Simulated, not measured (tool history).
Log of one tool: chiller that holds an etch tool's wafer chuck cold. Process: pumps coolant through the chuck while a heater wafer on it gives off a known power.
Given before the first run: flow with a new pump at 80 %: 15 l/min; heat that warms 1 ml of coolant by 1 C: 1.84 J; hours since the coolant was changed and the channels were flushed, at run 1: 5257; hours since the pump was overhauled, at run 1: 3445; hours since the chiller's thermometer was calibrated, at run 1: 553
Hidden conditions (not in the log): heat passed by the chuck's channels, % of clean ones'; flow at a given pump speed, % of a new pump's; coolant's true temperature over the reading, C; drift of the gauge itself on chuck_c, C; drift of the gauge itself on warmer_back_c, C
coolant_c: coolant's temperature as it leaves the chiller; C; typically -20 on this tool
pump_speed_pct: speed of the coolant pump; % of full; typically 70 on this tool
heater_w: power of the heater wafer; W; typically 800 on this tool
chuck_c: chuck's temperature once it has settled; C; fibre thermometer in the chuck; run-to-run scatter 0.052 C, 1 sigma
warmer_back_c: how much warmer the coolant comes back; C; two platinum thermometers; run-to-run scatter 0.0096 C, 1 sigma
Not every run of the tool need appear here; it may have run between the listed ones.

run,day,coolant_c,pump_speed_pct,heater_w,hours since the coolant was changed and the channels were flushed,hours since the pump was overhauled,hours since the chiller's thermometer was calibrated,chuck_c,warmer_back_c
1,0.000,-20,70,800,5257,3445,553,-13.96,2.106
2,5.300,-20,70,800,5385,3572,680,-13.90,2.112
3,10.817,-20,70,800,5517,3704,812,-13.94,2.102
4,16.317,-20,70,800,5649,3836,944,-13.83,2.101
5,23.083,-20,88,800,5812,3999,1107,-14.71,1.622
6,26.162,-20,88,800,5885,4072,1181,-14.66,1.639
7,32.367,-20,88,800,6034,4221,1330,-14.62,1.636
8,35.917,-20,88,800,6120,4307,1415,-14.60,1.649
9,42.038,-20,88,800,6266,4453,1562,-14.49,1.667
10,46.579,-20,88,800,6375,4562,1671,-14.55,1.657
11,52.379,-20,88,800,6515,4702,1810,-14.58,1.647
12,57.583,-20,88,800,6640,4827,1935,-14.52,1.661
13,62.796,-20,70,800,6765,4952,2060,-13.60,2.143
# day 64.342: coolant changed, channels flushed
# day 66.071: chiller's thermometer calibrated
14,67.438,-15,70,800,73,5056,33,-9.42,2.139
15,70.888,-15,70,800,156,5139,116,-9.33,2.133
16,74.721,-27,71,597,248,5231,208,-22.76,1.568
17,77.742,-27,71,597,321,5303,280,-22.70,1.572
18,84.500,-27,71,597,483,5466,442,-22.70,1.577
19,89.250,-27,83,999,597,5580,556,-20.60,2.225
20,93.658,-27,90,1160,703,5685,662,-19.91,2.351
21,98.542,-13,93,609,820,5803,779,-9.39,1.195
22,101.562,-13,93,609,892,5875,852,-9.33,1.207
23,106.050,-15,91,1031,1000,5983,959,-8.69,2.082
24,109.221,-15,91,1031,1076,6059,1036,-8.68,2.074
25,115.804,-20,76,403,1234,6217,1194,-17.16,1.001

Run 26, settings as shown, results not yet in. Your forecast:
26,121.658,-20,72,403,1375,6357,1334,?,?

Run 26 yielded chuck_c -16.92 C, warmer_back_c 1.050 C.
If the tool had no hidden condition, the same run with the same run-to-run variation would have returned chuck_c -17.23 C, warmer_back_c 0.978 C.
